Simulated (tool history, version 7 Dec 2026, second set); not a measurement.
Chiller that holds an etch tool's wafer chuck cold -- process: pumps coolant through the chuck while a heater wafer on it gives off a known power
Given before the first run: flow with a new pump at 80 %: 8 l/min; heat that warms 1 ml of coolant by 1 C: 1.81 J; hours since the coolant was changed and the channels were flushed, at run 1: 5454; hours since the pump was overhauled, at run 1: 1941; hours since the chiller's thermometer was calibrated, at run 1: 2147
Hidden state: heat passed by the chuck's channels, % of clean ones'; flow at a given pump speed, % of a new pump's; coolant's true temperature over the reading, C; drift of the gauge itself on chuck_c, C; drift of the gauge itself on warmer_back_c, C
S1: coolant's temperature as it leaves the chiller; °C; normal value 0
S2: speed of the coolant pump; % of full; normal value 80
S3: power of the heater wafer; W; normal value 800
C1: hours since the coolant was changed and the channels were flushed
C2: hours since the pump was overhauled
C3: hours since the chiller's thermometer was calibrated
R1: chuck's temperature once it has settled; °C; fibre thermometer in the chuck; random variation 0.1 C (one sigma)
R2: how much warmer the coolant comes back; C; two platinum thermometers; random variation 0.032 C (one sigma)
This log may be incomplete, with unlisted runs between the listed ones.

{"run": 1, "hour": 0.0, "S1": 0, "S2": 80, "S3": 800, "C1": 5454, "C2": 1941, "C3": 2147, "R1": 6.2, "R2": 3.42}
{"run": 2, "hour": 66.2, "S1": 0, "S2": 80, "S3": 800, "C1": 5520, "C2": 2007, "C3": 2213, "R1": 6.1, "R2": 3.34}
{"run": 3, "hour": 124.0, "S1": 0, "S2": 80, "S3": 800, "C1": 5578, "C2": 2065, "C3": 2271, "R1": 6.0, "R2": 3.36}
{"run": 4, "hour": 195.7, "S1": 0, "S2": 80, "S3": 800, "C1": 5650, "C2": 2137, "C3": 2343, "R1": 6.0, "R2": 3.37}
{"run": 5, "hour": 253.0, "S1": 0, "S2": 80, "S3": 800, "C1": 5707, "C2": 2194, "C3": 2400, "R1": 6.3, "R2": 3.42}
{"run": 6, "hour": 317.6, "S1": 0, "S2": 80, "S3": 800, "C1": 5771, "C2": 2259, "C3": 2465, "R1": 6.0, "R2": 3.43}
{"run": 7, "hour": 386.3, "S1": 0, "S2": 80, "S3": 917, "C1": 5840, "C2": 2327, "C3": 2533, "R1": 6.9, "R2": 3.88}
{"run": 8, "hour": 437.8, "S1": -1, "S2": 80, "S3": 727, "C1": 5892, "C2": 2379, "C3": 2585, "R1": 4.4, "R2": 3.13}
{"run": 9, "hour": 473.2, "S1": -1, "S2": 88, "S3": 590, "C1": 5927, "C2": 2414, "C3": 2620, "R1": 3.2, "R2": 2.29}
{"run": 10, "hour": 537.5, "S1": -1, "S2": 88, "S3": 602, "C1": 5991, "C2": 2479, "C3": 2685, "R1": 3.0, "R2": 2.36}
{"run": 11, "hour": 575.2, "S1": -4, "S2": 65, "S3": 1092, "C1": 6029, "C2": 2516, "C3": 2722, "R1": 6.0, "R2": 5.83}
{"run": 12, "hour": 616.0, "S1": 0, "S2": 66, "S3": 795, "C1": 6070, "C2": 2557, "C3": 2763, "R1": 7.1, "R2": 4.22}
{"run": 13, "hour": 682.7, "S1": 0, "S2": 66, "S3": 795, "C1": 6137, "C2": 2624, "C3": 2830, "R1": 7.1, "R2": 4.27}

What if the next run were any one of these 5? Each begins from the tool's condition after run 13:
{"run": "A", "hour": 750.3, "S1": 0, "S2": 80, "S3": 920, "C1": 6204, "C2": 2691, "C3": 2897, "R1": "?", "R2": "?"}
{"run": "B", "hour": 750.3, "S1": 0, "S2": 81, "S3": 1116, "C1": 6204, "C2": 2691, "C3": 2897, "R1": "?", "R2": "?"}
{"run": "C", "hour": 750.3, "S1": 0, "S2": 80, "S3": 440, "C1": 6204, "C2": 2691, "C3": 2897, "R1": "?", "R2": "?"}
{"run": "D", "hour": 750.3, "S1": 5, "S2": 66, "S3": 1021, "C1": 6204, "C2": 2691, "C3": 2897, "R1": "?", "R2": "?"}
{"run": "E", "hour": 750.3, "S1": 0, "S2": 79, "S3": 1147, "C1": 6204, "C2": 2691, "C3": 2897, "R1": "?", "R2": "?"}

run=A R1=6.8 R2=4.03
run=B R1=8.4 R2=4.72
run=C R1=3.1 R2=2.00
run=D R1=14.1 R2=5.47
run=E R1=8.8 R2=5.04
Take away the tool's hidden state, keep each run's random variation, and the runs would have read:
run=A R1=6.8 R2=3.85
run=B R1=8.4 R2=4.53
run=C R1=3.1 R2=1.82
run=D R1=14.1 R2=5.29
run=E R1=8.8 R2=4.85
